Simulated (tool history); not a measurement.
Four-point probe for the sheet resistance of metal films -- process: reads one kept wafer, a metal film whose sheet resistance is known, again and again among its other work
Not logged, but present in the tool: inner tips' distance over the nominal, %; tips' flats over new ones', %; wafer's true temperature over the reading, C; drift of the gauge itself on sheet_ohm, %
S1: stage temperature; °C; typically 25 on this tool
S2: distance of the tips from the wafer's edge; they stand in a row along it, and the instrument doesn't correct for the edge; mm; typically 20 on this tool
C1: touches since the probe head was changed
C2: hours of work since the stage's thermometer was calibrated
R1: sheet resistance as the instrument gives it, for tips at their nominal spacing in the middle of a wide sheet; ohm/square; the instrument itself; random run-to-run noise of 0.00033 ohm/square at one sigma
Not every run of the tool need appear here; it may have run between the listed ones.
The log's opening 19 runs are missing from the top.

run    hour  S1  S2      C1    C2        R1
 20   951.3  25  12  137609  1078  1.645601
 21  1003.8  25  20  139490  1104  1.641798
 22  1054.9  25  43  141318  1128  1.640724
 23  1121.0  25  43  143686  1160  1.641067
 24  1174.5  25  18  145604  1185  1.643504
 25  1242.1  19  12  148025  1217  1.654054
 26  1304.3  29  20  150253  1247  1.638512
 27  1344.7  19   6  151700  1266  1.672147
 28  1412.2  33  17  154118  1299  1.635649
 29  1472.6  33  17  156283  1328  1.635622
     1479.5  -- stage's thermometer calibrated
 30  1526.6  26  23  158199    22  1.641541
 31  1600.0  26  23  160829    58  1.640529
 32  1652.5  20   9  162711    83  1.657422
 33  1717.3  28  20  165032   114  1.640255
     1737.2  -- stage's thermometer calibrated, once more
 34  1772.4  21  11  166987    17  1.657362
 35  1819.1  21  11  168659    39  1.656957
 36  1852.1  29   4  169842    55  1.693510
 37  1921.4  29   4  172327    88  1.694102
 38  1972.8  27  20  174167   113  1.646241
 39  2037.0  28   5  176469   143  1.677148
 40  2103.8  27  38  178860   175  1.643526
 41  2173.2  27  22  181348   208  1.645703
 42  2203.2  27  22  182420   223  1.645983
 43  2248.3  28  22  184037   244  1.645197
 44  2287.6  23  15  185444   263  1.652374

Alternative continuations, all from the tool just after run 44; predict every row:
  A  2327.2  25  29  186865  282   ?
  B  2327.2  20  42  186865  282   ?
  C  2327.2  33  15  186865  282   ?
  D  2327.2  25  68  186865  282   ?
  E  2327.2  19   4  186865  282   ?

run        R1
  A  1.647342
  B  1.652827
  C  1.641624
  D  1.646840
  E  1.707692
With no hidden state in the tool, these same runs would have given:
run        R1
  A  1.625568
  B  1.630982
  C  1.619925
  D  1.625072
  E  1.685181
